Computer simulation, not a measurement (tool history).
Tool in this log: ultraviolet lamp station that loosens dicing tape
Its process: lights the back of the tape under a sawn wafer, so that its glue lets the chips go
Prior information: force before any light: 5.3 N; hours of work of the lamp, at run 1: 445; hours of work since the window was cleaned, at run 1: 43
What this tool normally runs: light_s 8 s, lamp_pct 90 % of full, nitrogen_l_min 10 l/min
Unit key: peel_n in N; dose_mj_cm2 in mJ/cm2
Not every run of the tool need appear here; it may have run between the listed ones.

run	hour	light_s	lamp_pct	nitrogen_l_min	hours of work of the lamp	hours of work since the window was cleaned	peel_n	dose_mj_cm2
1	0.0	8	90	10	445	43	0.443	584
2	13.0	8	90	10	454	53	0.443	582
3	26.8	8	90	10	464	62	0.442	589
4	36.2	8	90	10	470	69	0.453	583
5	44.2	8	90	10	476	75	0.450	589
6	54.5	8	90	10	483	82	0.447	590
7	67.0	5	61	10	492	91	1.785	248
8	84.1	5	90	12	504	103	1.009	366
9	103.0	5	61	6	518	116	1.927	247
10	116.9	5	61	6	527	126	1.920	250

Each row is a separate what-if for the run after 10, all from the same tool condition, not one after another. Results?
A	134.5	9	61	6	540	139	?	?
B	134.5	4	71	7	540	139	?	?
C	134.5	9	61	6	540	139	?	?
D	134.5	11	83	10	540	139	?	?
E	134.5	7	61	6	540	139	?	?

run	peel_n	dose_mj_cm2
A	0.905	448
B	2.100	229
C	0.896	442
D	0.265	744
E	1.346	349
Without the tool's hidden state the same runs would have given:
run	peel_n	dose_mj_cm2
A	0.901	449
B	2.095	229
C	0.892	443
D	0.264	746
E	1.341	350

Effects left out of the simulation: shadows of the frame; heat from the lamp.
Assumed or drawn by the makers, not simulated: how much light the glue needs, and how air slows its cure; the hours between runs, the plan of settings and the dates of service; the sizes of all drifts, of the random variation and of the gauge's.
